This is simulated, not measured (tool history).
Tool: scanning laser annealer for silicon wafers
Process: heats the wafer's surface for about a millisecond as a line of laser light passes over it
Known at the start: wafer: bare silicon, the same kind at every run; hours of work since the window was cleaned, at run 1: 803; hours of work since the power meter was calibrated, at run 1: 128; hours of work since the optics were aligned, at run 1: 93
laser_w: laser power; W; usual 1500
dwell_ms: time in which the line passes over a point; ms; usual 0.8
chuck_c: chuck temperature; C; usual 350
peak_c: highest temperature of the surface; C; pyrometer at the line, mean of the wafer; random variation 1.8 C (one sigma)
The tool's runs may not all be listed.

| run | hour | laser_w | dwell_ms | chuck_c | hours of work since the window was cleaned | hours of work since the power meter was calibrated | hours of work since the optics were aligned | peak_c |
|---|---|---|---|---|---|---|---|---|
| 1 | 0 | 1500 | 0.8 | 350 | 803 | 128 | 93 | 1022 |
| 2 | 7 | 1500 | 0.8 | 384 | 808 | 132 | 98 | 1056 |
| 3 | 11.2 | 1500 | 0.8 | 384 | 810 | 135 | 100 | 1055 |
| 4 | 17.6 | 1500 | 0.8 | 384 | 815 | 139 | 105 | 1057 |
| 5 | 22.3 | 1500 | 0.8 | 384 | 818 | 143 | 108 | 1052 |
| 6 | 31.9 | 1590 | 0.8 | 350 | 824 | 149 | 114 | 1071 |
| 7 | 39.5 | 1590 | 0.711 | 350 | 829 | 154 | 119 | 1029 |
| 8 | 47.1 | 1500 | 0.8 | 361 | 835 | 159 | 124 | 1034 |
| 9 | 54.8 | 1500 | 0.804 | 350 | 840 | 164 | 130 | 1020 |
| 10 | 62.9 | 1500 | 0.804 | 329 | 845 | 170 | 135 | 997 |
| 11 | 70.4 | 1500 | 0.804 | 329 | 850 | 175 | 140 | 1000 |
| 12 | 75.4 | 1500 | 0.804 | 329 | 853 | 178 | 143 | 999 |
| 13 | 82.3 | 1500 | 0.804 | 329 | 858 | 183 | 148 | 998 |
| 14 | 89.2 | 1500 | 0.8 | 350 | 863 | 188 | 153 | 1018 |
| 15 | 94 | 1500 | 0.8 | 350 | 866 | 191 | 156 | 1018 |
| 16 | 103 | 1500 | 0.8 | 350 | 872 | 197 | 162 | 1017 |
| 17 | 109.8 | 1500 | 0.8 | 350 | 877 | 201 | 167 | 1015 |
| 18 | 115.4 | 1500 | 0.8 | 350 | 880 | 205 | 170 | 1011 |
| 19 | 123.6 | 1500 | 0.925 | 364 | 886 | 211 | 176 | 1082 |
| 20 | 128.9 | 1500 | 0.837 | 356 | 889 | 214 | 179 | 1037 |
| 21 | 134.5 | 1378 | 0.8 | 350 | 893 | 218 | 183 | 950 |
| 22 | 144 | 1500 | 0.743 | 350 | 900 | 224 | 190 | 992 |
| 23 | 150.7 | 1609 | 0.955 | 364 | 904 | 229 | 194 | 1159 |
| 24 | 154.9 | 1352 | 0.957 | 336 | 907 | 232 | 197 | 975 |
| 25 | 160.3 | 1352 | 0.957 | 336 | 910 | 235 | 200 | 972 |
| 26 | 168.8 | 1352 | 0.863 | 332 | 916 | 241 | 206 | 937 |
| 27 | 176.8 | 1386 | 0.833 | 347 | 922 | 246 | 212 | 962 |
| 28 | 183.4 | 1335 | 0.662 | 321 | 926 | 251 | 216 | 839 |
| 29 | 191.4 | 1335 | 0.624 | 331 | 931 | 256 | 221 | 834 |
| 30 | 195.3 | 1335 | 0.624 | 331 | 934 | 259 | 224 | 834 |
| 31 | 199.7 | 1541 | 0.921 | 314 | 937 | 262 | 227 | 1050 |
| 32 | 204 | 1541 | 0.921 | 314 | 940 | 265 | 230 | 1049 |
| 33 | 208 | 1500 | 0.933 | 350 | 943 | 267 | 233 | 1067 |

Hidden state or all else? Some run-to-run changes of peak_c, split into what the settings, what came in and random variation would give without the hidden state, and what is left for the hidden state (with any gauge scatter that isn't in both results):
The hidden state here: light that passes the window, % of a clean one's; laser's true power over the reading, %; width of the line over the set one, %; drift of the gauge itself on peak_c, C.
Run 22 -> 23: laser_w 1500 -> 1609, dwell_ms 0.743 -> 0.955, chuck_c 350 -> 364. peak_c +167 C: hidden state -12, all else +179.
Run 23 -> 24: laser_w 1609 -> 1352, dwell_ms 0.955 -> 0.957, chuck_c 364 -> 336. peak_c -184 C: hidden state +12, all else -196.
Run 30 -> 31: laser_w 1335 -> 1541, dwell_ms 0.624 -> 0.921, chuck_c 331 -> 314. peak_c +216 C: hidden state -19, all else +235.
